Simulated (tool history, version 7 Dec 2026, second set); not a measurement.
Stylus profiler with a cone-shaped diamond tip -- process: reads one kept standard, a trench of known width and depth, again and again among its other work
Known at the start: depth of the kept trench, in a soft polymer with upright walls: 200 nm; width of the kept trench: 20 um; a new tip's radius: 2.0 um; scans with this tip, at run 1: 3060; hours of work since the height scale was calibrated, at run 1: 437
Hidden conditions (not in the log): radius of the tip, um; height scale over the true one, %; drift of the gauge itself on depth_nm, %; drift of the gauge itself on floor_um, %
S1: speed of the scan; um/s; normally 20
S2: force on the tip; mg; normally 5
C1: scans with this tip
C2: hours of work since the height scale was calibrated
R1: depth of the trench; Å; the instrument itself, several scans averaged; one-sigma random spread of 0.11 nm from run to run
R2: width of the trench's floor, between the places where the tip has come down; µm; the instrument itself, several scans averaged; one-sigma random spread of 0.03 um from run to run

{"run": 1, "hour": 0.0, "S1": 20, "S2": 5, "C1": 3060, "C2": 437, "R1": 2023.2, "R2": 18.22}
{"run": 2, "hour": 11.5, "S1": 20, "S2": 5, "C1": 3122, "C2": 446, "R1": 2024.7, "R2": 18.22}
{"run": 3, "hour": 25.2, "S1": 20, "S2": 5, "C1": 3197, "C2": 457, "R1": 2025.4, "R2": 18.16}
{"run": 4, "hour": 35.9, "S1": 46, "S2": 5, "C1": 3254, "C2": 465, "R1": 2023.9, "R2": 18.07}
{"run": 5, "hour": 52.5, "S1": 46, "S2": 5, "C1": 3344, "C2": 478, "R1": 2024.4, "R2": 18.09}
{"run": 6, "hour": 66.6, "S1": 46, "S2": 5, "C1": 3420, "C2": 488, "R1": 2025, "R2": 18.06}
{"run": 7, "hour": 76.5, "S1": 20, "S2": 5, "C1": 3473, "C2": 496, "R1": 2026, "R2": 18.19}
{"run": 8, "hour": 88.5, "S1": 20, "S2": 5, "C1": 3538, "C2": 505, "R1": 2024.6, "R2": 18.16}
{"run": 9, "hour": 100.5, "S1": 20, "S2": 5, "C1": 3603, "C2": 515, "R1": 2027.1, "R2": 18.21}
{"run": 10, "hour": 110.5, "S1": 20, "S2": 5, "C1": 3657, "C2": 522, "R1": 2024.3, "R2": 18.15}
{"run": 11, "hour": 125.8, "S1": 20, "S2": 5, "C1": 3740, "C2": 534, "R1": 2025.1, "R2": 18.2}
{"run": 12, "hour": 143.7, "S1": 20, "S2": 5, "C1": 3836, "C2": 548, "R1": 2022.7, "R2": 18.23}
{"run": 13, "hour": 157.7, "S1": 7, "S2": 5, "C1": 3912, "C2": 559, "R1": 2023.1, "R2": 18.2}
{"run": 14, "hour": 165.6, "S1": 20, "S2": 6.33, "C1": 3955, "C2": 565, "R1": 2028.6, "R2": 18.21}
{"run": 15, "hour": 173.8, "S1": 20, "S2": 6.33, "C1": 3999, "C2": 571, "R1": 2027.2, "R2": 18.16}
{"run": 16, "hour": 186.3, "S1": 30, "S2": 6.33, "C1": 4067, "C2": 581, "R1": 2029.4, "R2": 18.14}
{"run": 17, "hour": 198.9, "S1": 20, "S2": 5, "C1": 4135, "C2": 591, "R1": 2025.8, "R2": 18.21}
{"run": 18, "hour": 212.1, "S1": 20, "S2": 5, "C1": 4206, "C2": 601, "R1": 2023.4, "R2": 18.19}
{"run": 19, "hour": 221.8, "S1": 20, "S2": 8.79, "C1": 4258, "C2": 608, "R1": 2034.4, "R2": 18.2}
{"run": 20, "hour": 230.4, "S1": 20, "S2": 8.79, "C1": 4305, "C2": 615, "R1": 2034.7, "R2": 18.17}
{"run": 21, "hour": 248.0, "S1": 20, "S2": 5, "C1": 4400, "C2": 628, "R1": 2023.6, "R2": 18.18}
{"run": 22, "hour": 258.7, "S1": 20, "S2": 5, "C1": 4458, "C2": 637, "R1": 2022.5, "R2": 18.2}
{"run": 23, "hour": 276.3, "S1": 20, "S2": 5, "C1": 4553, "C2": 650, "R1": 2024.4, "R2": 18.2}
{"run": 24, "hour": 294.6, "S1": 55, "S2": 4.57, "C1": 4652, "C2": 664, "R1": 2025, "R2": 18.05}
{"run": 25, "hour": 306.7, "S1": 55, "S2": 4.57, "C1": 4717, "C2": 674, "R1": 2023.2, "R2": 18.07}
{"run": 26, "hour": 319.3, "S1": 10, "S2": 3.68, "C1": 4785, "C2": 683, "R1": 2019.4, "R2": 18.22}
{"run": 27, "hour": 330.7, "S1": 10, "S2": 3.68, "C1": 4847, "C2": 692, "R1": 2018.3, "R2": 18.21}
{"run": 28, "hour": 340.7, "S1": 25, "S2": 12.53, "C1": 4901, "C2": 700, "R1": 2044.3, "R2": 18.2}
{"run": 29, "hour": 355.8, "S1": 8, "S2": 14.92, "C1": 4983, "C2": 712, "R1": 2049.7, "R2": 18.27}
{"run": 30, "hour": 366.3, "S1": 24, "S2": 1.94, "C1": 5039, "C2": 720, "R1": 2012.3, "R2": 18.1}
{"run": 31, "hour": 381.8, "S1": 20, "S2": 7.13, "C1": 5123, "C2": 732, "R1": 2028.7, "R2": 18.21}
{"run": 32, "hour": 390.6, "S1": 20, "S2": 7.13, "C1": 5171, "C2": 738, "R1": 2030.6, "R2": 18.22}
{"run": 33, "hour": 407.7, "S1": 26, "S2": 3.89, "C1": 5263, "C2": 752, "R1": 2020.7, "R2": 18.16}
{"run": 34, "hour": 417.5, "S1": 7, "S2": 5.44, "C1": 5315, "C2": 759, "R1": 2025.8, "R2": 18.23}
{"run": 35, "hour": 433.1, "S1": 61, "S2": 2.27, "C1": 5400, "C2": 771, "R1": 2011.3, "R2": 17.96}
{"run": 36, "hour": 446.6, "S1": 16, "S2": 2.27, "C1": 5473, "C2": 782, "R1": 2015.3, "R2": 18.17}
{"run": 37, "hour": 460.3, "S1": 20, "S2": 3.16, "C1": 5547, "C2": 792, "R1": 2018.5, "R2": 18.15}
{"run": 38, "hour": 469.5, "S1": 68, "S2": 4.67, "C1": 5597, "C2": 799, "R1": 2022.8, "R2": 17.97}
{"run": 39, "hour": 478.7, "S1": 68, "S2": 4.67, "C1": 5646, "C2": 806, "R1": 2023.9, "R2": 17.97}
{"run": 40, "hour": 490.8, "S1": 10, "S2": 4.07, "C1": 5712, "C2": 816, "R1": 2023.4, "R2": 18.18}
{"run": 41, "hour": 505.7, "S1": 10, "S2": 4.07, "C1": 5792, "C2": 827, "R1": 2021.1, "R2": 18.21}
{"run": 42, "hour": 518.0, "S1": 10, "S2": 4.07, "C1": 5859, "C2": 837, "R1": 2020.5, "R2": 18.14}
{"run": 43, "hour": 527.9, "S1": 10, "S2": 4.07, "C1": 5912, "C2": 844, "R1": 2019.4, "R2": 18.23}

Here are 4 independent what-if runs from the current tool condition. What would each one return?
{"run": "A", "hour": 540.3, "S1": 10, "S2": 5.64, "C1": 5979, "C2": 854, "R1": "?", "R2": "?"}
{"run": "B", "hour": 540.3, "S1": 25, "S2": 8.85, "C1": 5979, "C2": 854, "R1": "?", "R2": "?"}
{"run": "C", "hour": 540.3, "S1": 20, "S2": 4.07, "C1": 5979, "C2": 854, "R1": "?", "R2": "?"}
{"run": "D", "hour": 540.3, "S1": 13, "S2": 11.82, "C1": 5979, "C2": 854, "R1": "?", "R2": "?"}

run=A R1=2028.4 R2=18.17
run=B R1=2034.4 R2=18.16
run=C R1=2020.9 R2=18.16
run=D R1=2044.8 R2=18.2
With the hidden condition removed and each run's random variation left untouched, the same runs would have given:
run=A R1=2028.3 R2=18.18
run=B R1=2034.4 R2=18.16
run=C R1=2020.8 R2=18.16
run=D R1=2044.7 R2=18.21
